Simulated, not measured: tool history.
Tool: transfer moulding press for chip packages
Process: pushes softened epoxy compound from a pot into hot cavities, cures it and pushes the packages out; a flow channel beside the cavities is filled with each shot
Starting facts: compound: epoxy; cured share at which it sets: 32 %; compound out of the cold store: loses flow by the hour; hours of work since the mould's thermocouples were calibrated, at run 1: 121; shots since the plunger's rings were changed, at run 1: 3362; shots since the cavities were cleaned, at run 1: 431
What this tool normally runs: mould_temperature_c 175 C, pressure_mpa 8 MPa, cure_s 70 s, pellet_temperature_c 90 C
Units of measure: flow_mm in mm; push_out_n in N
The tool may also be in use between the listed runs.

| run | hour | mould_temperature_c | pressure_mpa | cure_s | pellet_temperature_c | hours of work since the mould's thermocouples were calibrated | shots since the plunger's rings were changed | shots since the cavities were cleaned | incoming compound's hours out of the cold store | flow_mm | push_out_n |
|---|---|---|---|---|---|---|---|---|---|---|---|
| 1 | 0 | 175 | 8 | 70 | 90 | 121 | 3362 | 431 | 22.5 | 927 | 606 |
|  | 3.9 | cavities cleaned with cleaning compound and waxed |
| 2 | 18.4 | 175 | 8 | 70 | 90 | 135 | 3706 | 294 | 19.2 | 934 | 572 |
|  | 27.7 | cavities cleaned with cleaning compound and waxed |
|  | 48 | plunger's sealing rings changed |
| 3 | 48 | 175 | 8 | 70 | 90 | 155 | 0 | 362 | 15.7 | 1027 | 601 |
|  | 53.8 | cavities cleaned with cleaning compound and waxed |
| 4 | 64.7 | 175 | 8 | 89 | 90 | 167 | 311 | 222 | 41.3 | 870 | 365 |
|  | 77.7 | cavities cleaned with cleaning compound and waxed |
| 5 | 80.9 | 175 | 8 | 89 | 90 | 178 | 609 | 64 | 29.9 | 934 | 326 |
| 6 | 97.3 | 175 | 8 | 89 | 90 | 191 | 943 | 398 | 42 | 859 | 408 |
|  | 100.9 | cavities cleaned with cleaning compound and waxed |
|  | 124 | cavities cleaned with cleaning compound and waxed |
| 7 | 124 | 175 | 8 | 89 | 90 | 210 | 1427 | 0 | 36.7 | 890 | 281 |
|  | 147.2 | cavities cleaned with cleaning compound and waxed |
| 8 | 147.2 | 175 | 8 | 89 | 90 | 227 | 1868 | 0 | 43.7 | 843 | 266 |
|  | 151.2 | mould's thermocouples calibrated |
| 9 | 169.5 | 175 | 8 | 89 | 90 | 14 | 2282 | 414 | 13.6 | 1004 | 411 |
|  | 172.5 | cavities cleaned with cleaning compound and waxed |
| 10 | 188.2 | 167 | 8 | 70 | 90 | 28 | 2631 | 319 | 15.8 | 1006 | 1023 |
|  | 197.9 | cavities cleaned with cleaning compound and waxed |
| 11 | 205.4 | 176 | 8 | 63 | 90 | 40 | 2952 | 154 | 43.3 | 825 | 568 |
|  | 221.3 | cavities cleaned with cleaning compound and waxed |
| 12 | 221.5 | 175 | 9.75 | 53 | 90 | 52 | 3249 | 5 | 16.7 | 1074 | 825 |
| 13 | 234.9 | 175 | 6.62 | 82 | 90 | 62 | 3522 | 278 | 38 | 771 | 394 |
|  | 245.9 | cavities cleaned with cleaning compound and waxed |
| 14 | 256.2 | 175 | 8 | 101 | 90 | 78 | 3925 | 209 | 33.3 | 863 | 322 |
|  | 269.2 | cavities cleaned with cleaning compound and waxed |
|  | 276 | plunger's sealing rings changed |
| 15 | 287.4 | 169 | 7.41 | 101 | 90 | 99 | 232 | 318 | 27.9 | 923 | 406 |

Here are 4 independent what-if runs from the current tool condition. What would each one return?
|  | 296.4 | cavities cleaned with cleaning compound and waxed |
| A | 303.3 | 175 | 7.17 | 83 | 85 | 110 | 526 | 141 | 40.2 | ? | ? |
|  | 296.4 | cavities cleaned with cleaning compound and waxed |
| B | 303.3 | 179 | 7.41 | 51 | 98 | 110 | 526 | 141 | 18.2 | ? | ? |
|  | 296.4 | cavities cleaned with cleaning compound and waxed |
| C | 303.3 | 169 | 8.46 | 101 | 99 | 110 | 526 | 141 | 22.1 | ? | ? |
|  | 296.4 | cavities cleaned with cleaning compound and waxed |
| D | 303.3 | 177 | 7.41 | 70 | 90 | 110 | 526 | 141 | 13.7 | ? | ? |

| run | flow_mm | push_out_n |
|---|---|---|
| A | 833 | 345 |
| B | 953 | 797 |
| C | 1015 | 356 |
| D | 986 | 451 |
Without the tool's unlogged condition, the same runs would have read:
| run | flow_mm | push_out_n |
|---|---|---|
| A | 843 | 295 |
| B | 964 | 694 |
| C | 1028 | 305 |
| D | 998 | 392 |
